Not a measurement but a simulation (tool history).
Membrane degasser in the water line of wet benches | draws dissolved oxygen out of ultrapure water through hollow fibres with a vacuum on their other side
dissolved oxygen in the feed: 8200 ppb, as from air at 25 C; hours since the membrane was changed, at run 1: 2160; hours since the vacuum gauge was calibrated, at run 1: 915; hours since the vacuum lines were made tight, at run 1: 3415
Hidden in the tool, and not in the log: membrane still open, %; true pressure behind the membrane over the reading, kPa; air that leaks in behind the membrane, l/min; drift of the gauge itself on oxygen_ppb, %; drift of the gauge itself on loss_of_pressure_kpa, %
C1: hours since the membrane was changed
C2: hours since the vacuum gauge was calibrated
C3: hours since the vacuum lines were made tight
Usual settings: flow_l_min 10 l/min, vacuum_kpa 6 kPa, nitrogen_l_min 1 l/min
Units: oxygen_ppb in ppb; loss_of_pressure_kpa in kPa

run 1 hour=0 | flow_l_min=10 vacuum_kpa=6 nitrogen_l_min=1 | C1=2160 C2=915 C3=3415 | oxygen_ppb=77.1 loss_of_pressure_kpa=52.62
run 2 hour=80.2 | flow_l_min=10 vacuum_kpa=6 nitrogen_l_min=1 | C1=2241 C2=995 C3=3495 | oxygen_ppb=75.8 loss_of_pressure_kpa=52.44
run 3 hour=153.8 | flow_l_min=10 vacuum_kpa=6 nitrogen_l_min=1 | C1=2314 C2=1069 C3=3569 | oxygen_ppb=76.9 loss_of_pressure_kpa=53.06
run 4 hour=232.2 | flow_l_min=10 vacuum_kpa=6 nitrogen_l_min=1 | C1=2393 C2=1147 C3=3647 | oxygen_ppb=77.8 loss_of_pressure_kpa=52.68
run 5 hour=299 | flow_l_min=10 vacuum_kpa=6 nitrogen_l_min=1 | C1=2459 C2=1214 C3=3714 | oxygen_ppb=78.4 loss_of_pressure_kpa=52.88
run 6 hour=390.3 | flow_l_min=10 vacuum_kpa=6 nitrogen_l_min=1 | C1=2551 C2=1305 C3=3805 | oxygen_ppb=78.9 loss_of_pressure_kpa=52.85
run 7 hour=433 | flow_l_min=10 vacuum_kpa=10.09 nitrogen_l_min=1 | C1=2593 C2=1348 C3=3848 | oxygen_ppb=172 loss_of_pressure_kpa=52.92
run 8 hour=520.8 | flow_l_min=10 vacuum_kpa=6 nitrogen_l_min=1 | C1=2681 C2=1436 C3=3936 | oxygen_ppb=77.6 loss_of_pressure_kpa=52.45
run 9 hour=579 | flow_l_min=10 vacuum_kpa=6 nitrogen_l_min=1 | C1=2739 C2=1494 C3=3994 | oxygen_ppb=77.5 loss_of_pressure_kpa=52.77
run 10 hour=679.7 | flow_l_min=10 vacuum_kpa=6 nitrogen_l_min=1 | C1=2840 C2=1595 C3=4095 | oxygen_ppb=77.4 loss_of_pressure_kpa=52.95
run 11 hour=772.8 | flow_l_min=10 vacuum_kpa=6 nitrogen_l_min=1 | C1=2933 C2=1688 C3=4188 | oxygen_ppb=78 loss_of_pressure_kpa=53.13
run 12 hour=853.1 | flow_l_min=10 vacuum_kpa=6 nitrogen_l_min=1 | C1=3013 C2=1768 C3=4268 | oxygen_ppb=78.4 loss_of_pressure_kpa=52.8
run 13 hour=913.8 | flow_l_min=10 vacuum_kpa=6 nitrogen_l_min=1 | C1=3074 C2=1829 C3=4329 | oxygen_ppb=79.1 loss_of_pressure_kpa=52.66
run 14 hour=1003.7 | flow_l_min=10 vacuum_kpa=6 nitrogen_l_min=1 | C1=3164 C2=1919 C3=4419 | oxygen_ppb=78.2 loss_of_pressure_kpa=52.61
run 15 hour=1069.8 | flow_l_min=10 vacuum_kpa=6 nitrogen_l_min=1 | C1=3230 C2=1985 C3=4485 | oxygen_ppb=80.3 loss_of_pressure_kpa=53.05
run 16 hour=1112.2 | flow_l_min=10 vacuum_kpa=6 nitrogen_l_min=1 | C1=3272 C2=2027 C3=4527 | oxygen_ppb=78.3 loss_of_pressure_kpa=52.94
-- hour=1120.3 vacuum gauge calibrated
run 17 hour=1180.2 | flow_l_min=12 vacuum_kpa=14.16 nitrogen_l_min=0.66 | C1=3340 C2=60 C3=4595 | oxygen_ppb=458.4 loss_of_pressure_kpa=63.66
run 18 hour=1231.4 | flow_l_min=6 vacuum_kpa=9.11 nitrogen_l_min=1.53 | C1=3391 C2=111 C3=4646 | oxygen_ppb=63 loss_of_pressure_kpa=31.92
run 19 hour=1319.8 | flow_l_min=6 vacuum_kpa=11.58 nitrogen_l_min=1.53 | C1=3480 C2=200 C3=4734 | oxygen_ppb=86.4 loss_of_pressure_kpa=31.97
-- hour=1327.4 vacuum gauge calibrated, once more
run 20 hour=1393.8 | flow_l_min=10 vacuum_kpa=6 nitrogen_l_min=2.14 | C1=3553 C2=66 C3=4808 | oxygen_ppb=43.1 loss_of_pressure_kpa=53.22
-- hour=1443.8 seals of the vacuum lines changed
run 21 hour=1447 | flow_l_min=10 vacuum_kpa=6 nitrogen_l_min=2.14 | C1=3604 C2=118 C3=3 | oxygen_ppb=40.8 loss_of_pressure_kpa=53.32
run 22 hour=1506 | flow_l_min=15 vacuum_kpa=8.17 nitrogen_l_min=0.43 | C1=3663 C2=177 C3=62 | oxygen_ppb=373.3 loss_of_pressure_kpa=79.89
run 23 hour=1590.2 | flow_l_min=12 vacuum_kpa=6.97 nitrogen_l_min=0.69 | C1=3748 C2=261 C3=146 | oxygen_ppb=163.2 loss_of_pressure_kpa=63.7
run 24 hour=1672.9 | flow_l_min=9 vacuum_kpa=6.97 nitrogen_l_min=0.4 | C1=3830 C2=343 C3=229 | oxygen_ppb=194.2 loss_of_pressure_kpa=47.86
run 25 hour=1751.9 | flow_l_min=9 vacuum_kpa=6.97 nitrogen_l_min=0.4 | C1=3909 C2=422 C3=308 | oxygen_ppb=193.6 loss_of_pressure_kpa=48.2
run 26 hour=1842.8 | flow_l_min=9 vacuum_kpa=6.97 nitrogen_l_min=0.4 | C1=4000 C2=513 C3=399 | oxygen_ppb=187.5 loss_of_pressure_kpa=48.19
run 27 hour=1918.3 | flow_l_min=12 vacuum_kpa=8.26 nitrogen_l_min=0.4 | C1=4076 C2=589 C3=474 | oxygen_ppb=326.2 loss_of_pressure_kpa=63.7
run 28 hour=2012 | flow_l_min=12 vacuum_kpa=8.26 nitrogen_l_min=0.4 | C1=4169 C2=683 C3=568 | oxygen_ppb=329 loss_of_pressure_kpa=64.3
run 29 hour=2105.3 | flow_l_min=12 vacuum_kpa=8.26 nitrogen_l_min=0.4 | C1=4263 C2=776 C3=662 | oxygen_ppb=325.6 loss_of_pressure_kpa=65.01
run 30 hour=2208.8 | flow_l_min=9 vacuum_kpa=6 nitrogen_l_min=1.76 | C1=4366 C2=879 C3=765 | oxygen_ppb=43.5 loss_of_pressure_kpa=48.03

Forecast each of these 3 alternatives for the next run:
run A hour=2259.9 | flow_l_min=13 vacuum_kpa=6 nitrogen_l_min=0.91 | C1=4417 C2=930 C3=816 | oxygen_ppb=? loss_of_pressure_kpa=?
run B hour=2259.9 | flow_l_min=9 vacuum_kpa=7.58 nitrogen_l_min=1.09 | C1=4417 C2=930 C3=816 | oxygen_ppb=? loss_of_pressure_kpa=?
run C hour=2259.9 | flow_l_min=8 vacuum_kpa=5.58 nitrogen_l_min=0.67 | C1=4417 C2=930 C3=816 | oxygen_ppb=? loss_of_pressure_kpa=?

run=A oxygen_ppb=111.4 loss_of_pressure_kpa=69.37
run=B oxygen_ppb=95.1 loss_of_pressure_kpa=48.09
run=C oxygen_ppb=73.3 loss_of_pressure_kpa=42.88
Without the tool's hidden state the same runs would have given:
run=A oxygen_ppb=106.3 loss_of_pressure_kpa=66.71
run=B oxygen_ppb=92.1 loss_of_pressure_kpa=46.23
run=C oxygen_ppb=70.6 loss_of_pressure_kpa=41.23
